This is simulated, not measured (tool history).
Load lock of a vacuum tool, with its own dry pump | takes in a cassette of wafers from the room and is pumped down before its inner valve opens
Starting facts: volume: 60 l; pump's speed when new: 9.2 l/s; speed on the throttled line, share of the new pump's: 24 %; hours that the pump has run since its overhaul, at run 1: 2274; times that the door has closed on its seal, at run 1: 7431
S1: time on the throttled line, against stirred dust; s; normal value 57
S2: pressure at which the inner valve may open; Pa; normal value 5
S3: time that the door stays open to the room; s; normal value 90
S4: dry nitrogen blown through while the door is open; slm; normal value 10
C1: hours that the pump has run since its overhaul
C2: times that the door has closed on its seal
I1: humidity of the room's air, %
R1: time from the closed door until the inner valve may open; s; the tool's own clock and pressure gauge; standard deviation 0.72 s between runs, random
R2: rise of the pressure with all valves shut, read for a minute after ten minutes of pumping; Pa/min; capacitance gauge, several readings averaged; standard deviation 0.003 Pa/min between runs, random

run,day,S1,S2,S3,S4,C1,C2,I1,R1,R2
1,0,57,5,90,10,2274,7431,43.1,110.6,0.04
2,15.721,57,5,90,10,2651,7986,44.3,112,0.048
3,35.438,57,5,90,10,3125,8683,40.7,112.9,0.034
4,60.167,57,5,90,10,3718,9556,46.3,113.9,0.047
5,77.862,57,5,90,10,4143,10181,43.1,113.3,0.042
6,92.504,57,5,90,10,4494,10698,42.5,113.9,0.041
7,107.654,57,5,90,10,4858,11233,43.3,115.8,0.047
8,118.312,57,5,90,10,5114,11609,43.6,115.5,0.043
9,138.421,57,5,90,10,5596,12319,42.9,115.4,0.055
10,159.083,53,5,90,10,6092,13049,48.6,114.7,0.052
11,172.367,53,5,90,10,6411,13518,45.7,114.3,0.051
12,184.458,53,5,90,10,6701,13945,48.5,113.4,0.054
13,195.912,53,5,90,10,6976,14349,47.3,113.9,0.049
14,220.162,57,7,150,22,7558,15205,40.2,116.8,0.048
15,235.942,57,6,36,10,7937,15762,46.1,117.8,0.041
16,252.217,75,8,35,31,8327,16337,45.2,127.9,0.033
17,265.738,75,7,87,31,8652,16815,42.9,130.2,0.041
18,288.312,57,5,162,10,9194,17612,44.1,121.6,0.075
19,305.783,57,8,91,10,9613,18229,47.3,117.8,0.055
20,316.833,57,5,91,10,9878,18619,43.2,123.9,0.063

For run 21, what comes out?
21,333.183,74,7,49,4,10270,19196,43,?,?

Logged for run 21: R1 132.8 s, R2 0.052 Pa/min.
Were there no unlogged condition in the tool, this run, its random variation unchanged, would have produced R1 120.6 s, R2 0.028 Pa/min.

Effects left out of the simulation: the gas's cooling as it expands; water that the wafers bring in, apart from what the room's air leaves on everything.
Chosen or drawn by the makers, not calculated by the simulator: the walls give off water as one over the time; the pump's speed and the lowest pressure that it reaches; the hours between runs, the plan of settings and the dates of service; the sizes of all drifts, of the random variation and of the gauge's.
